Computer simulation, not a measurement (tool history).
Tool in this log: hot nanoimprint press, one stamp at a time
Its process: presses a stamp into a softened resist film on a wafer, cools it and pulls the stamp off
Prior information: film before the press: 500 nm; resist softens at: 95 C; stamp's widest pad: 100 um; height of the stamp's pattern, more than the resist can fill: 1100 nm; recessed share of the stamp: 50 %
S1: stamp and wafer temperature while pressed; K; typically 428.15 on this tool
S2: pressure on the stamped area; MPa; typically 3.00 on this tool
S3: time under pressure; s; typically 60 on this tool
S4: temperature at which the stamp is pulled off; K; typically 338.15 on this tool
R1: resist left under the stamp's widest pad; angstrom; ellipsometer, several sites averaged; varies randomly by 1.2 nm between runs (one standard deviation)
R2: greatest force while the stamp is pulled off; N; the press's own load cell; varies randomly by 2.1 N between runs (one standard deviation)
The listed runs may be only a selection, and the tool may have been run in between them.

Run 1, hour 0.0: usual settings. Result: R1 1699 angstrom, R2 165 N.
Run 2, hour 6.9: usual settings. Result: R1 1695 angstrom, R2 165 N.
Run 3, hour 14.5: usual settings. Result: R1 1680 angstrom, R2 169 N.
Run 4, hour 26.5: usual settings. Result: R1 1665 angstrom, R2 168 N.
Run 5, hour 38.3: usual settings. Result: R1 1676 angstrom, R2 171 N.
Run 6, hour 47.2: usual settings. Result: R1 1674 angstrom, R2 168 N.
Run 7, hour 54.6: usual settings but S2 3.99 MPa. Result: R1 1455 angstrom, R2 172 N.
Run 8, hour 65.1: usual settings but S2 3.99 MPa. Result: R1 1460 angstrom, R2 174 N.
Run 9, hour 76.7: usual settings but S2 3.99 MPa. Result: R1 1462 angstrom, R2 173 N.
Run 10, hour 88.7: usual settings but S2 3.99 MPa. Result: R1 1459 angstrom, R2 179 N.
Run 11, hour 96.6: usual settings but S2 3.99 MPa. Result: R1 1448 angstrom, R2 176 N.
Run 12, hour 108.1: usual settings but S1 424.15 K, S4 344.15 K. Result: R1 2131 angstrom, R2 163 N.
Run 13, hour 113.6: usual settings but S1 424.15 K, S4 344.15 K. Result: R1 2120 angstrom, R2 160 N.
Run 14, hour 125.9: usual settings but S1 424.15 K, S4 344.15 K. Result: R1 2114 angstrom, R2 160 N.
At hour 129.6: plate thermocouple calibrated.
Run 15, hour 136.6: usual settings but S2 2.44 MPa, S4 329.15 K. Result: R1 1708 angstrom, R2 210 N.
Run 16, hour 148.5: usual settings but S1 420.15 K, S2 2.63 MPa, S3 83 s, S4 329.15 K. Result: R1 2375 angstrom, R2 211 N.
Run 17, hour 156.0: usual settings but S1 433.15 K, S3 33 s. Result: R1 1479 angstrom, R2 178 N.
Run 18, hour 161.7: usual settings but S1 418.15 K, S2 1.87 MPa, S3 80 s, S4 325.15 K. Result: R1 3049 angstrom, R2 227 N.
At hour 171.5: plate thermocouple calibrated, once more.
Run 19, hour 171.5: usual settings but S3 98 s. Result: R1 1512 angstrom, R2 196 N.
Run 20, hour 179.4: usual settings but S1 426.15 K, S2 3.05 MPa, S4 332.15 K. Result: R1 2076 angstrom, R2 211 N.
Run 21, hour 189.5: usual settings but S1 430.15 K, S2 1.86 MPa. Result: R1 2032 angstrom, R2 191 N.

Below are 4 alternative next runs, each starting from the tool's condition after run 21. Predict each:
Run A, hour 202.1: usual settings but S1 430.15 K, S2 2.28 MPa, S3 100 s. Result: R1 ?, R2 ?.
Run B, hour 202.1: usual settings but S1 430.15 K, S2 4.55 MPa. Result: R1 ?, R2 ?.
Run C, hour 202.1: usual settings but S1 430.15 K, S2 2.55 MPa, S3 61 s. Result: R1 ?, R2 ?.
Run D, hour 202.1: usual settings but S1 429.15 K, S2 3.35 MPa. Result: R1 ?, R2 ?.

run    R1   R2
  A  1476  193
  B  1319  195
  C  1731  199
  D  1617  195
What these runs would have given with no unlogged condition in the tool:
run    R1   R2
  A  1487  166
  B  1324  167
  C  1743  171
  D  1627  168

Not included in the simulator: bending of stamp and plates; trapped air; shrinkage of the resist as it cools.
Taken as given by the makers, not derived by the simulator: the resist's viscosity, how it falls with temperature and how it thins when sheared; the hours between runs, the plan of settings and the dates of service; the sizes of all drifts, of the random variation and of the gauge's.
